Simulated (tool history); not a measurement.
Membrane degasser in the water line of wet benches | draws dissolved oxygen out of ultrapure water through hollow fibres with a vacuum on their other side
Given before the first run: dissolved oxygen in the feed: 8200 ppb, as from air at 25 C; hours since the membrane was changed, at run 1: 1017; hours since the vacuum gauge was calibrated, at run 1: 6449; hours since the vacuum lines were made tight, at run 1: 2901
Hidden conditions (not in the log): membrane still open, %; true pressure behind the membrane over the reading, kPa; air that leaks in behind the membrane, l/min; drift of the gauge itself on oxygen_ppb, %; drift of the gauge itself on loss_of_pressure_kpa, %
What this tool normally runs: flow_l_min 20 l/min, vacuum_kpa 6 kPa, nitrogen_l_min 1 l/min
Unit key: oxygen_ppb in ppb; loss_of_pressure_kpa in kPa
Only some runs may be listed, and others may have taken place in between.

| run | hour | flow_l_min | vacuum_kpa | nitrogen_l_min | hours since the membrane was changed | hours since the vacuum gauge was calibrated | hours since the vacuum lines were made tight | oxygen_ppb | loss_of_pressure_kpa |
|---|---|---|---|---|---|---|---|---|---|
| 1 | 0 | 20 | 6 | 1 | 1017 | 6449 | 2901 | 453.6 | 69.6 |
| 2 | 193 | 20 | 6 | 1 | 1210 | 6642 | 3094 | 452.8 | 69.46 |
| 3 | 360.8 | 20 | 6 | 1 | 1378 | 6810 | 3262 | 458.5 | 69.4 |
| 4 | 594.1 | 20 | 6 | 1 | 1611 | 7043 | 3495 | 460.9 | 70.06 |
| 5 | 718.8 | 20 | 6 | 1 | 1736 | 7168 | 3620 | 461.8 | 69.91 |
| 6 | 885.8 | 20 | 6 | 1 | 1903 | 7335 | 3787 | 467.7 | 70.09 |
| 7 | 1000.3 | 15 | 6 | 1 | 2018 | 7450 | 3902 | 312.5 | 52.67 |
| 8 | 1164.7 | 20 | 3.96 | 1 | 2182 | 7614 | 4066 | 384.8 | 70.38 |
| 9 | 1324.3 | 28 | 3.96 | 1 | 2342 | 7774 | 4226 | 578.1 | 98.89 |
| 10 | 1535.4 | 28 | 3.96 | 2.73 | 2553 | 7985 | 4437 | 548.3 | 99.17 |

Forecast run 11:
| 11 | 1689.1 | 14 | 10.65 | 1.82 | 2707 | 8138 | 4590 | ? | ? |

oxygen_ppb: 331.2 ppb
loss_of_pressure_kpa: 49.25 kPa
The same run, on a tool lacking any hidden state, would have yielded oxygen_ppb 308.6 ppb, loss_of_pressure_kpa 48.3 kPa.
